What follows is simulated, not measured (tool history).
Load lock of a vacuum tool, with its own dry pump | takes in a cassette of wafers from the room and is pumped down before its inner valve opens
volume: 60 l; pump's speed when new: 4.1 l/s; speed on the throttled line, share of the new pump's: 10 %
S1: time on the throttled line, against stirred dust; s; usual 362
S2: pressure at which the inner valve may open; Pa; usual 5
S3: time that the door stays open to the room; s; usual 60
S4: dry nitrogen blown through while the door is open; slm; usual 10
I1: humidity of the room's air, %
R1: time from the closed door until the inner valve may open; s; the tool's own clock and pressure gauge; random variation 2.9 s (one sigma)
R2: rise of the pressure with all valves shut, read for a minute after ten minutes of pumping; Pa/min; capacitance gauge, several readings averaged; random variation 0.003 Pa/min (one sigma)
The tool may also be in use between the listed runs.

Run 1, hour 0.0: usual settings; I1 46.1. Result: R1 508.9 s, R2 0.058 Pa/min.
Run 2, hour 176.9: usual settings; I1 45.4. Result: R1 507.6 s, R2 0.061 Pa/min.
Run 3, hour 383.3: usual settings; I1 47.3. Result: R1 515.0 s, R2 0.063 Pa/min.
Run 4, hour 597.9: usual settings but S2 4 Pa; I1 42.4. Result: R1 516.0 s, R2 0.065 Pa/min.
Run 5, hour 795.4: usual settings but S2 4 Pa; I1 42.8. Result: R1 513.9 s, R2 0.071 Pa/min.
At hour 952.0: dry pump taken out, an overhauled one fitted.
Run 6, hour 1146.9: usual settings; I1 48.5. Result: R1 472.4 s, R2 0.076 Pa/min.
Run 7, hour 1413.5: usual settings; I1 49.0. Result: R1 478.2 s, R2 0.088 Pa/min.
Run 8, hour 1743.0: usual settings; I1 45.2. Result: R1 477.4 s, R2 0.092 Pa/min.
Run 9, hour 1942.4: usual settings but S1 510 s, S2 4 Pa, S3 106 s, S4 15 slm; I1 44.2. Result: R1 617.3 s, R2 0.102 Pa/min.
Run 10, hour 2256.9: usual settings but S1 510 s, S2 4 Pa, S3 30 s, S4 15 slm; I1 44.3. Result: R1 614.8 s, R2 0.100 Pa/min.
Run 11, hour 2440.6: usual settings but S1 675 s, S2 4 Pa, S3 123 s, S4 21 slm; I1 46.1. Result: R1 768.5 s, R2 0.108 Pa/min.
Run 12, hour 2724.7: usual settings but S1 290 s, S3 54 s; I1 46.5. Result: R1 420.3 s, R2 0.115 Pa/min.

The next listed run, before its measurement:
Run 13, hour 2919.5: usual settings but S1 290 s, S2 4 Pa, S3 54 s; I1 42.9. Result: R1 ?, R2 ?.

R1: 419.6 s
R2: 0.118 Pa/min
Without the tool's hidden state the same run would have given R1 414.8 s, R2 0.023 Pa/min.

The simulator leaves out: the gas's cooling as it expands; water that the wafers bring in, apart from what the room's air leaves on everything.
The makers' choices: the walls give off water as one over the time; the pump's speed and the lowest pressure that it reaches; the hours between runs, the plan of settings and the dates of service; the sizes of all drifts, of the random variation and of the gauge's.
